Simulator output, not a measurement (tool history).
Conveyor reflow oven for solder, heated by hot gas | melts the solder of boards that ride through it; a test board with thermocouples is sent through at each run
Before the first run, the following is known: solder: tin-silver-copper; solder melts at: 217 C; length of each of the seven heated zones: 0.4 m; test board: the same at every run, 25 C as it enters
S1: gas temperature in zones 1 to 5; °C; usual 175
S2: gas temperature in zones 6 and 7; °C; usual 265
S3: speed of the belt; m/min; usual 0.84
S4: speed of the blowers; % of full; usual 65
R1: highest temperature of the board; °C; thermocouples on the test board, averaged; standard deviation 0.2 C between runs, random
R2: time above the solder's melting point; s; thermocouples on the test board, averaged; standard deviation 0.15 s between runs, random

{"run": 1, "day": 0.0, "S1": 175, "S2": 265, "S3": 0.84, "S4": 65, "R1": 252.2, "R2": 43.8}
{"run": 2, "day": 0.929, "S1": 175, "S2": 265, "S3": 0.84, "S4": 65, "R1": 252.2, "R2": 44.2}
{"run": 3, "day": 1.467, "S1": 169, "S2": 265, "S3": 0.84, "S4": 65, "R1": 251.6, "R2": 41.6}
{"day": 1.729, "done": "flux residue cleaned out of gas plates and filters"}
{"run": 4, "day": 2.062, "S1": 175, "S2": 265, "S3": 0.84, "S4": 65, "R1": 252.9, "R2": 44.2}
{"run": 5, "day": 2.504, "S1": 175, "S2": 265, "S3": 0.84, "S4": 65, "R1": 253.3, "R2": 44.3}
{"run": 6, "day": 3.117, "S1": 175, "S2": 265, "S3": 0.84, "S4": 65, "R1": 253.5, "R2": 44.5}
{"run": 7, "day": 3.558, "S1": 175, "S2": 265, "S3": 0.84, "S4": 65, "R1": 253.2, "R2": 44.3}
{"run": 8, "day": 4.333, "S1": 175, "S2": 265, "S3": 0.84, "S4": 65, "R1": 253, "R2": 44.3}
{"run": 9, "day": 5.25, "S1": 175, "S2": 258, "S3": 0.84, "S4": 65, "R1": 246.8, "R2": 40.8}
{"run": 10, "day": 6.117, "S1": 175, "S2": 258, "S3": 0.84, "S4": 65, "R1": 247.1, "R2": 40.9}
{"run": 11, "day": 6.629, "S1": 167, "S2": 265, "S3": 0.84, "S4": 65, "R1": 251.8, "R2": 41.7}
{"run": 12, "day": 7.442, "S1": 175, "S2": 265, "S3": 0.84, "S4": 65, "R1": 253.1, "R2": 44.3}
{"run": 13, "day": 8.021, "S1": 175, "S2": 265, "S3": 0.84, "S4": 65, "R1": 252.8, "R2": 44.6}
{"run": 14, "day": 8.642, "S1": 171, "S2": 269, "S3": 0.859, "S4": 65, "R1": 255.4, "R2": 43}
{"run": 15, "day": 9.525, "S1": 168, "S2": 265, "S3": 0.84, "S4": 82, "R1": 254.3, "R2": 43.6}
{"run": 16, "day": 10.354, "S1": 175, "S2": 265, "S3": 0.853, "S4": 71, "R1": 253.2, "R2": 44}
{"run": 17, "day": 10.938, "S1": 175, "S2": 265, "S3": 0.853, "S4": 71, "R1": 253.5, "R2": 43.7}
{"run": 18, "day": 11.779, "S1": 185, "S2": 265, "S3": 0.889, "S4": 65, "R1": 253, "R2": 44.5}
{"run": 19, "day": 12.7, "S1": 175, "S2": 256, "S3": 0.84, "S4": 65, "R1": 244.8, "R2": 39.6}
{"run": 20, "day": 13.446, "S1": 179, "S2": 255, "S3": 0.84, "S4": 65, "R1": 244.5, "R2": 40.6}
{"run": 21, "day": 14.229, "S1": 179, "S2": 255, "S3": 0.84, "S4": 65, "R1": 244.8, "R2": 40.5}
{"run": 22, "day": 14.846, "S1": 174, "S2": 253, "S3": 0.84, "S4": 65, "R1": 242.1, "R2": 37.8}
{"run": 23, "day": 15.488, "S1": 175, "S2": 274, "S3": 0.892, "S4": 74, "R1": 260.5, "R2": 44.5}
{"day": 15.983, "done": "flux residue cleaned out of gas plates and filters"}
{"run": 24, "day": 16.188, "S1": 182, "S2": 274, "S3": 0.892, "S4": 74, "R1": 262.1, "R2": 47.2}
{"run": 25, "day": 16.871, "S1": 182, "S2": 274, "S3": 0.891, "S4": 84, "R1": 263.8, "R2": 48.1}

Branching from run 25: 3 alternative next runs. What would each branch give?
{"run": "A", "day": 17.412, "S1": 175, "S2": 260, "S3": 0.84, "S4": 70, "R1": "?", "R2": "?"}
{"run": "B", "day": 17.412, "S1": 177, "S2": 277, "S3": 0.84, "S4": 75, "R1": "?", "R2": "?"}
{"run": "C", "day": 17.412, "S1": 175, "S2": 265, "S3": 0.852, "S4": 78, "R1": "?", "R2": "?"}

run=A R1=249.9 R2=42.9
run=B R1=266.5 R2=50.5
run=C R1=255 R2=45
Without the tool's hidden state the same runs would have given:
run=A R1=248.4 R2=41.7
run=B R1=265 R2=49.5
run=C R1=253.5 R2=43.9
